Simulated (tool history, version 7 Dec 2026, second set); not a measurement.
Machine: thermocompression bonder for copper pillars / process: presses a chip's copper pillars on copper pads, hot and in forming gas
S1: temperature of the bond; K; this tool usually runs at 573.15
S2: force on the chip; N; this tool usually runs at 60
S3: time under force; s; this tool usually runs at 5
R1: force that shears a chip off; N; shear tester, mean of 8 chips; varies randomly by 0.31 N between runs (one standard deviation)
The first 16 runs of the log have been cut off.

run   hour      S1  S2  S3     R1
 17  407.5  573.15  60   5   79.5
 18  427.9  573.15  60   5   79.5
 19  446.2  573.15  60   5   79.6
 20    478  573.15  60   5   79.6
 21  512.5  590.15  85   6  106.6
 22    535  571.15  47   5   69.7
     540.4  -- forming gas filter changed
 23    569  571.15  47   5     76
 24  602.5  571.15  47   5   75.5
 25    621  580.15  47  10  100.6
 26  654.2  573.15  47   5   77.6
 27  672.9  573.15  47   5   76.8
 28  694.1  545.15  80   5   68.7
 29  723.2  566.15  65  10   99.1
 30  753.1  548.15  57  11   79.1
 31    771  585.15  57   3   81.4
 32  792.9  585.15  73  15  121.2
 33  814.3  585.15  73  15    121
 34  836.7  585.15  73  15  120.6
 35  853.9  579.15  48  15  107.5
 36  872.5  579.15  48  15  107.1
 37    905  565.15  38  15   88.7
 38  927.4  565.15  38   5   62.7
 39  952.9  565.15  38   5   63.2
 40  968.2  562.15  43   8   74.8

Below are 4 alternative next runs, each starting from the tool's condition after run 40. Predict each:
  A  990.6  562.15  66   3   ?
  B  990.6  562.15  51   6   ?
  C  990.6  579.15  70   8   ?
  D  990.6  598.15  43   8   ?

run     R1
  A   65.1
  B   73.5
  C  104.1
  D  104.1
What these runs would have given with no unlogged condition in the tool:
run     R1
  A   62.3
  B   70.8
  C  103.6
  D    104
